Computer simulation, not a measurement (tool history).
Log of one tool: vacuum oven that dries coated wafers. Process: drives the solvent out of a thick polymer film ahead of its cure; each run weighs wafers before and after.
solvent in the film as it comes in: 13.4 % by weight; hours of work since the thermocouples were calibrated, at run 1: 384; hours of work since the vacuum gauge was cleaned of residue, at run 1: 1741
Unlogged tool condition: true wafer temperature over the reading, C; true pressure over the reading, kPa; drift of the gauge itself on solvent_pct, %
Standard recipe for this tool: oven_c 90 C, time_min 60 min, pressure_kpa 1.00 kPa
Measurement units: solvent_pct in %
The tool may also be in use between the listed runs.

run,hour,oven_c,time_min,pressure_kpa,hours of work since the thermocouples were calibrated,hours of work since the vacuum gauge was cleaned of residue,solvent_pct
1,0.0,90,60,1.00,384,1741,3.23
2,62.1,90,60,1.00,417,1774,3.31
3,115.0,90,60,1.00,445,1802,3.30
4,170.5,90,60,1.00,475,1832,3.28
5,254.0,82,60,1.00,520,1877,5.68
6,331.0,82,60,1.07,561,1918,5.81
7,389.2,90,60,1.00,592,1949,3.33
8,436.7,88,60,1.00,618,1975,3.89
9,504.5,88,60,1.00,654,2011,3.90
10,542.4,90,60,1.00,674,2031,3.41
11,580.0,90,60,1.00,694,2052,3.38
12,656.8,90,60,1.00,736,2093,3.50
13,732.7,90,60,1.00,776,2133,3.43
14,768.6,85,60,1.00,795,2153,4.86
# hour 776.6: oven's thermocouples calibrated
15,856.1,90,42,1.00,43,2199,4.69
16,909.4,90,57,1.00,71,2227,3.71
# hour 916.7: vacuum gauge cleaned of residue and calibrated
17,953.3,90,57,1.00,94,20,3.44
18,1022.3,90,60,1.00,131,57,3.26
19,1105.5,90,60,1.00,175,101,3.30
20,1190.0,90,60,1.00,221,147,3.24
# hour 1215.7: oven's thermocouples calibrated, once more
21,1257.7,90,64,1.00,23,182,2.85
22,1339.6,90,64,1.00,66,226,2.86
23,1418.6,90,47,1.00,109,268,3.76
24,1480.5,90,47,1.00,142,301,3.76
25,1565.1,81,47,3.28,187,346,9.68
26,1606.9,90,32,0.99,210,369,5.03
27,1644.8,92,63,0.99,230,389,2.40
28,1691.9,92,37,0.99,255,414,3.99
29,1771.6,78,60,0.92,298,457,6.60
30,1850.6,100,60,0.65,340,499,1.02
31,1892.9,104,60,1.00,363,522,1.04
32,1941.9,91,52,2.91,389,548,5.81
33,1978.5,78,60,1.61,409,568,7.67
34,2061.5,78,60,1.61,453,613,7.71
35,2138.7,78,60,1.61,495,654,7.76
36,2188.6,97,60,1.77,521,681,2.67
37,2262.1,90,61,1.10,561,720,3.31
38,2339.4,100,60,1.00,602,761,1.42
39,2425.6,100,60,1.01,648,808,1.47
40,2507.6,100,60,1.01,692,852,1.47
41,2553.0,100,60,1.01,717,876,1.44
42,2637.2,100,60,1.01,762,921,1.47
43,2703.6,100,60,1.01,797,957,1.46
44,2774.5,92,94,1.93,835,995,3.33
45,2817.8,92,94,1.93,859,1018,3.39
46,2894.6,90,70,0.78,900,1059,2.60
47,2980.2,90,70,0.78,946,1105,2.64

How the hidden state differs across the entries between the runs, from the last listed run before each to the first after it:
Run 14 -> run 15: oven's thermocouples calibrated (hour 776.6)
  true wafer temperature over the reading, C: -0.92 -> -1.35; true pressure over the reading, kPa: 0.236 -> 0.241
  measured value less the no-hidden-state value, solvent_pct: +0.63 -> +0.70 %
Run 16 -> run 17: vacuum gauge cleaned of residue and calibrated (hour 916.7)
  true wafer temperature over the reading, C: -1.38 -> -1.41; true pressure over the reading, kPa: 0.244 -> -0.001
  measured value less the no-hidden-state value, solvent_pct: +0.70 -> +0.37 %
Run 20 -> run 21: oven's thermocouples calibrated, once more (hour 1215.7)
  true wafer temperature over the reading, C: -1.54 -> -0.27; true pressure over the reading, kPa: 0.013 -> 0.017
  measured value less the no-hidden-state value, solvent_pct: +0.41 -> +0.09 %
